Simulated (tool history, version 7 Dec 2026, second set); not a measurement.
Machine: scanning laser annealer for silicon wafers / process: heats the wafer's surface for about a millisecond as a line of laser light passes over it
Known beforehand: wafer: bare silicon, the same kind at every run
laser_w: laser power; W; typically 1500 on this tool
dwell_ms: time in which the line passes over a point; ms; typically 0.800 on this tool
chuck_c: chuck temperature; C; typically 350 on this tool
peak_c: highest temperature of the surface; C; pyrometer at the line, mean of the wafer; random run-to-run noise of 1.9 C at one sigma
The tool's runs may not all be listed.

{"run": 1, "hour": 0.0, "laser_w": 1500, "dwell_ms": 0.8, "chuck_c": 350, "peak_c": 1078}
{"run": 2, "hour": 39.9, "laser_w": 1500, "dwell_ms": 0.8, "chuck_c": 350, "peak_c": 1075}
{"run": 3, "hour": 64.4, "laser_w": 1500, "dwell_ms": 0.8, "chuck_c": 350, "peak_c": 1076}
{"run": 4, "hour": 101.2, "laser_w": 1500, "dwell_ms": 0.8, "chuck_c": 350, "peak_c": 1071}
{"run": 5, "hour": 143.5, "laser_w": 1500, "dwell_ms": 0.8, "chuck_c": 350, "peak_c": 1071}
{"run": 6, "hour": 189.6, "laser_w": 1500, "dwell_ms": 0.8, "chuck_c": 350, "peak_c": 1069}
{"run": 7, "hour": 214.4, "laser_w": 1500, "dwell_ms": 0.8, "chuck_c": 350, "peak_c": 1069}
{"run": 8, "hour": 247.9, "laser_w": 1500, "dwell_ms": 0.8, "chuck_c": 350, "peak_c": 1064}
{"hour": 255.4, "done": "optics aligned, line set to its width"}
{"run": 9, "hour": 291.5, "laser_w": 1500, "dwell_ms": 0.731, "chuck_c": 350, "peak_c": 1028}
{"run": 10, "hour": 326.5, "laser_w": 1474, "dwell_ms": 0.8, "chuck_c": 350, "peak_c": 1046}
{"run": 11, "hour": 361.7, "laser_w": 1474, "dwell_ms": 0.8, "chuck_c": 350, "peak_c": 1043}
{"hour": 384.6, "done": "optics aligned, line set to its width, once more"}
{"run": 12, "hour": 414.4, "laser_w": 1474, "dwell_ms": 0.8, "chuck_c": 350, "peak_c": 1055}
{"run": 13, "hour": 453.8, "laser_w": 1474, "dwell_ms": 0.8, "chuck_c": 350, "peak_c": 1052}
{"run": 14, "hour": 514.2, "laser_w": 1474, "dwell_ms": 0.732, "chuck_c": 351, "peak_c": 1019}
{"run": 15, "hour": 564.4, "laser_w": 1396, "dwell_ms": 0.735, "chuck_c": 377, "peak_c": 998}
{"run": 16, "hour": 598.3, "laser_w": 1449, "dwell_ms": 0.87, "chuck_c": 355, "peak_c": 1065}
{"run": 17, "hour": 622.7, "laser_w": 1536, "dwell_ms": 0.595, "chuck_c": 375, "peak_c": 1007}
{"run": 18, "hour": 674.4, "laser_w": 1536, "dwell_ms": 0.595, "chuck_c": 364, "peak_c": 988}
{"hour": 686.2, "done": "window over the wafer cleaned"}
{"run": 19, "hour": 709.9, "laser_w": 1536, "dwell_ms": 0.595, "chuck_c": 364, "peak_c": 1016}

Branching from run 19: 5 alternative next runs. What would each branch give?
{"run": "A", "hour": 746.7, "laser_w": 1276, "dwell_ms": 0.897, "chuck_c": 324, "peak_c": "?"}
{"run": "B", "hour": 746.7, "laser_w": 1376, "dwell_ms": 0.633, "chuck_c": 380, "peak_c": "?"}
{"run": "C", "hour": 746.7, "laser_w": 1500, "dwell_ms": 0.636, "chuck_c": 345, "peak_c": "?"}
{"run": "D", "hour": 746.7, "laser_w": 1579, "dwell_ms": 0.572, "chuck_c": 322, "peak_c": "?"}
{"run": "E", "hour": 746.7, "laser_w": 1430, "dwell_ms": 0.574, "chuck_c": 374, "peak_c": "?"}

run=A peak_c=962
run=B peak_c=962
run=C peak_c=998
run=D peak_c=979
run=E peak_c=956
What these runs would have given with no unlogged condition in the tool:
run=A peak_c=978
run=B peak_c=976
run=C peak_c=1014
run=D peak_c=995
run=E peak_c=970
